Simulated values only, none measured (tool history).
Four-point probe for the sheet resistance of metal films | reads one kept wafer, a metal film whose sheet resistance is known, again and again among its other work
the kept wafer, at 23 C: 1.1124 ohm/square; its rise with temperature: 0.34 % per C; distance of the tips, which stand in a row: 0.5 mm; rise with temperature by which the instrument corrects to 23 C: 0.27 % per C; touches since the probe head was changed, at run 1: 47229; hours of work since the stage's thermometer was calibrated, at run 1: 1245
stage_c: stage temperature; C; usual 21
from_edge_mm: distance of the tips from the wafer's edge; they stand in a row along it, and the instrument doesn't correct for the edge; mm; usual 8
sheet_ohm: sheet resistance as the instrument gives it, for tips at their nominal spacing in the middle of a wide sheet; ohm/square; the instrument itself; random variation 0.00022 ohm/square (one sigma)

run	hour	stage_c	from_edge_mm	touches since the probe head was changed	hours of work since the stage's thermometer was calibrated	sheet_ohm
1	0.0	21	8	47229	1245	1.111501
2	24.6	21	8	48350	1262	1.112234
3	54.4	21	8	49707	1284	1.111937
4	81.6	21	8	50949	1303	1.112277
5	105.2	29	8	52025	1320	1.118313
6	141.7	22	8	53688	1346	1.113223
7	174.1	31	8	55167	1369	1.120068
8	211.2	20	8	56858	1395	1.111973
9	257.9	21	8	58986	1428	1.112997
10	296.9	21	8	60765	1456	1.112674
11	345.8	21	8	62993	1491	1.112659
12	385.5	21	8	64804	1519	1.113092
13	417.9	21	8	66281	1542	1.113340
14	453.1	20	8	67888	1567	1.112710
15	501.0	21	8	70072	1601	1.113927
16	535.3	21	8	71636	1625	1.113389
17	573.2	21	7	73363	1652	1.114666
18	616.6	21	9	75343	1683	1.113761
19	659.9	21	9	77314	1714	1.113937
20	708.6	25	12	79538	1748	1.116339
21	754.5	25	12	81629	1781	1.116433
22	807.2	20	18	84032	1818	1.111970
23	837.3	20	18	85406	1840	1.111723
24	860.3	19	25	86453	1856	1.111105
25	893.3	29	8	87958	1880	1.120977
26	938.0	28	6	89997	1911	1.122219
27	974.8	27	69	91674	1937	1.117840
28	1016.8	21	8	93588	1967	1.115047
# hour 1029.4: stage's thermometer calibrated
29	1041.9	31	3	94710	9	1.138767
30	1092.0	31	3	96992	44	1.138903
31	1121.5	24	24	98340	65	1.117198
32	1172.8	24	24	100679	102	1.117908
33	1219.3	30	16	102795	135	1.122929

Hidden state at the last listed run before each entry between runs and at the first one after, where it differs:
Between runs 28 and 29: stage's thermometer calibrated (hour 1029.4)
  inner tips' distance over the nominal, %: 0.302 -> 0.309; wafer's true temperature over the reading, C: -0.38 -> 0.02
  measured less the result without the state, sheet_ohm: +0.002157 -> +0.003878 ohm/square
